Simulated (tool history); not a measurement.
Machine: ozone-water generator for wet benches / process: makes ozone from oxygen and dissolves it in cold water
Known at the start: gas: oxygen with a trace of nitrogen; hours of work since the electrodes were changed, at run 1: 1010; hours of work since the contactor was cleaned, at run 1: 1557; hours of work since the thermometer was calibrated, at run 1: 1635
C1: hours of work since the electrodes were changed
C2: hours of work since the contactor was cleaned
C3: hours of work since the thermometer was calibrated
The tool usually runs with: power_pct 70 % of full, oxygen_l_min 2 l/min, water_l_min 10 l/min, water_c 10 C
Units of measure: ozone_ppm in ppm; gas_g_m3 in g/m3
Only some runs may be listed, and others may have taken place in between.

{"run": 1, "hour": 0.0, "power_pct": 70, "oxygen_l_min": 2, "water_l_min": 10, "water_c": 10, "C1": 1010, "C2": 1557, "C3": 1635, "ozone_ppm": 23, "gas_g_m3": 227.4}
{"run": 2, "hour": 80.9, "power_pct": 70, "oxygen_l_min": 2, "water_l_min": 10, "water_c": 16, "C1": 1059, "C2": 1606, "C3": 1684, "ozone_ppm": 21.7, "gas_g_m3": 225.8}
{"run": 3, "hour": 143.4, "power_pct": 70, "oxygen_l_min": 2, "water_l_min": 10, "water_c": 10, "C1": 1097, "C2": 1643, "C3": 1721, "ozone_ppm": 23.3, "gas_g_m3": 224.5}
{"run": 4, "hour": 232.7, "power_pct": 70, "oxygen_l_min": 2, "water_l_min": 10, "water_c": 10, "C1": 1151, "C2": 1697, "C3": 1775, "ozone_ppm": 23.3, "gas_g_m3": 226.1}
{"run": 5, "hour": 295.8, "power_pct": 70, "oxygen_l_min": 2, "water_l_min": 10, "water_c": 10, "C1": 1189, "C2": 1735, "C3": 1813, "ozone_ppm": 23.1, "gas_g_m3": 225.3}
{"run": 6, "hour": 368.6, "power_pct": 70, "oxygen_l_min": 2, "water_l_min": 10, "water_c": 10, "C1": 1233, "C2": 1779, "C3": 1857, "ozone_ppm": 23.1, "gas_g_m3": 226.1}
{"run": 7, "hour": 447.3, "power_pct": 70, "oxygen_l_min": 2, "water_l_min": 10, "water_c": 10, "C1": 1280, "C2": 1826, "C3": 1904, "ozone_ppm": 23.4, "gas_g_m3": 226.9}
{"run": 8, "hour": 525.3, "power_pct": 70, "oxygen_l_min": 2, "water_l_min": 10, "water_c": 10, "C1": 1327, "C2": 1873, "C3": 1951, "ozone_ppm": 23.1, "gas_g_m3": 227.7}
{"run": 9, "hour": 604.0, "power_pct": 70, "oxygen_l_min": 2, "water_l_min": 10, "water_c": 10, "C1": 1374, "C2": 1921, "C3": 1999, "ozone_ppm": 23, "gas_g_m3": 226.5}
{"run": 10, "hour": 654.5, "power_pct": 70, "oxygen_l_min": 2.69, "water_l_min": 10, "water_c": 10, "C1": 1405, "C2": 1951, "C3": 2029, "ozone_ppm": 23.8, "gas_g_m3": 196.9}
{"run": 11, "hour": 700.2, "power_pct": 70, "oxygen_l_min": 2.31, "water_l_min": 10, "water_c": 10, "C1": 1432, "C2": 1979, "C3": 2057, "ozone_ppm": 23.6, "gas_g_m3": 211.9}
{"run": 12, "hour": 759.8, "power_pct": 70, "oxygen_l_min": 1.05, "water_l_min": 10, "water_c": 10, "C1": 1468, "C2": 2015, "C3": 2093, "ozone_ppm": 19.6, "gas_g_m3": 315.8}
{"run": 13, "hour": 828.5, "power_pct": 70, "oxygen_l_min": 1.05, "water_l_min": 10, "water_c": 10, "C1": 1510, "C2": 2056, "C3": 2134, "ozone_ppm": 19.8, "gas_g_m3": 317.1}
{"run": 14, "hour": 921.1, "power_pct": 82, "oxygen_l_min": 1.05, "water_l_min": 10, "water_c": 10, "C1": 1565, "C2": 2112, "C3": 2190, "ozone_ppm": 21.9, "gas_g_m3": 343.3}
{"run": 15, "hour": 967.8, "power_pct": 82, "oxygen_l_min": 1.05, "water_l_min": 10, "water_c": 10, "C1": 1593, "C2": 2140, "C3": 2218, "ozone_ppm": 21.6, "gas_g_m3": 345.9}
{"run": 16, "hour": 1041.8, "power_pct": 70, "oxygen_l_min": 2, "water_l_min": 10, "water_c": 8, "C1": 1638, "C2": 2184, "C3": 2263, "ozone_ppm": 23.6, "gas_g_m3": 228.1}
{"run": 17, "hour": 1089.9, "power_pct": 70, "oxygen_l_min": 2, "water_l_min": 10, "water_c": 8, "C1": 1667, "C2": 2213, "C3": 2291, "ozone_ppm": 23.6, "gas_g_m3": 226.3}
{"run": 18, "hour": 1178.6, "power_pct": 70, "oxygen_l_min": 2, "water_l_min": 10, "water_c": 8, "C1": 1720, "C2": 2267, "C3": 2345, "ozone_ppm": 23.4, "gas_g_m3": 225.4}
{"run": 19, "hour": 1249.0, "power_pct": 70, "oxygen_l_min": 2.55, "water_l_min": 10, "water_c": 10, "C1": 1763, "C2": 2309, "C3": 2387, "ozone_ppm": 24.3, "gas_g_m3": 201.1}
{"run": 20, "hour": 1291.5, "power_pct": 46, "oxygen_l_min": 3.15, "water_l_min": 6, "water_c": 7, "C1": 1788, "C2": 2335, "C3": 2413, "ozone_ppm": 29.7, "gas_g_m3": 142.7}
{"run": 21, "hour": 1353.5, "power_pct": 49, "oxygen_l_min": 3.15, "water_l_min": 12, "water_c": 12, "C1": 1826, "C2": 2372, "C3": 2450, "ozone_ppm": 16.5, "gas_g_m3": 146.8}
{"run": 22, "hour": 1435.7, "power_pct": 70, "oxygen_l_min": 2, "water_l_min": 9, "water_c": 10, "C1": 1875, "C2": 2422, "C3": 2500, "ozone_ppm": 25.8, "gas_g_m3": 228.3}
{"run": 23, "hour": 1501.7, "power_pct": 85, "oxygen_l_min": 1.38, "water_l_min": 6, "water_c": 8, "C1": 1915, "C2": 2461, "C3": 2540, "ozone_ppm": 39.9, "gas_g_m3": 307.6}
{"run": 24, "hour": 1563.0, "power_pct": 58, "oxygen_l_min": 2.5, "water_l_min": 8, "water_c": 14, "C1": 1952, "C2": 2498, "C3": 2576, "ozone_ppm": 24.8, "gas_g_m3": 183.1}
{"run": 25, "hour": 1610.0, "power_pct": 70, "oxygen_l_min": 2, "water_l_min": 9, "water_c": 15, "C1": 1980, "C2": 2527, "C3": 2605, "ozone_ppm": 24, "gas_g_m3": 227.7}
{"run": 26, "hour": 1672.8, "power_pct": 48, "oxygen_l_min": 2, "water_l_min": 9, "water_c": 15, "C1": 2018, "C2": 2565, "C3": 2643, "ozone_ppm": 19.1, "gas_g_m3": 182.7}
{"run": 27, "hour": 1747.9, "power_pct": 48, "oxygen_l_min": 2.59, "water_l_min": 10, "water_c": 6, "C1": 2063, "C2": 2610, "C3": 2688, "ozone_ppm": 20, "gas_g_m3": 159.7}
{"run": 28, "hour": 1813.0, "power_pct": 41, "oxygen_l_min": 2.63, "water_l_min": 10, "water_c": 12, "C1": 2103, "C2": 2649, "C3": 2727, "ozone_ppm": 17, "gas_g_m3": 146.3}
{"run": 29, "hour": 1899.2, "power_pct": 41, "oxygen_l_min": 2.63, "water_l_min": 10, "water_c": 12, "C1": 2155, "C2": 2701, "C3": 2779, "ozone_ppm": 17.4, "gas_g_m3": 145.2}
{"run": 30, "hour": 1993.6, "power_pct": 50, "oxygen_l_min": 1.62, "water_l_min": 7, "water_c": 15, "C1": 2211, "C2": 2758, "C3": 2836, "ozone_ppm": 24.1, "gas_g_m3": 210.2}
{"run": 31, "hour": 2033.7, "power_pct": 50, "oxygen_l_min": 2.26, "water_l_min": 10, "water_c": 15, "C1": 2236, "C2": 2782, "C3": 2860, "ozone_ppm": 18.2, "gas_g_m3": 176.3}
{"run": 32, "hour": 2118.6, "power_pct": 50, "oxygen_l_min": 2.26, "water_l_min": 10, "water_c": 15, "C1": 2287, "C2": 2833, "C3": 2911, "ozone_ppm": 18.4, "gas_g_m3": 174.7}

3 ways to go on from here, each from the tool as it stands after run 32. What would each give?
{"run": "A", "hour": 2211.1, "power_pct": 64, "oxygen_l_min": 2.26, "water_l_min": 9, "water_c": 15, "C1": 2342, "C2": 2889, "C3": 2967, "ozone_ppm": "?", "gas_g_m3": "?"}
{"run": "B", "hour": 2211.1, "power_pct": 64, "oxygen_l_min": 2, "water_l_min": 10, "water_c": 10, "C1": 2342, "C2": 2889, "C3": 2967, "ozone_ppm": "?", "gas_g_m3": "?"}
{"run": "C", "hour": 2211.1, "power_pct": 82, "oxygen_l_min": 3.18, "water_l_min": 10, "water_c": 8, "C1": 2342, "C2": 2889, "C3": 2967, "ozone_ppm": "?", "gas_g_m3": "?"}

run=A ozone_ppm=22.9 gas_g_m3=203.2
run=B ozone_ppm=22 gas_g_m3=212.8
run=C ozone_ppm=27.1 gas_g_m3=197.5
Had the tool no hidden state, the same runs would have come out as:
run=A ozone_ppm=23 gas_g_m3=203.3
run=B ozone_ppm=22 gas_g_m3=213
run=C ozone_ppm=27.2 gas_g_m3=197.7

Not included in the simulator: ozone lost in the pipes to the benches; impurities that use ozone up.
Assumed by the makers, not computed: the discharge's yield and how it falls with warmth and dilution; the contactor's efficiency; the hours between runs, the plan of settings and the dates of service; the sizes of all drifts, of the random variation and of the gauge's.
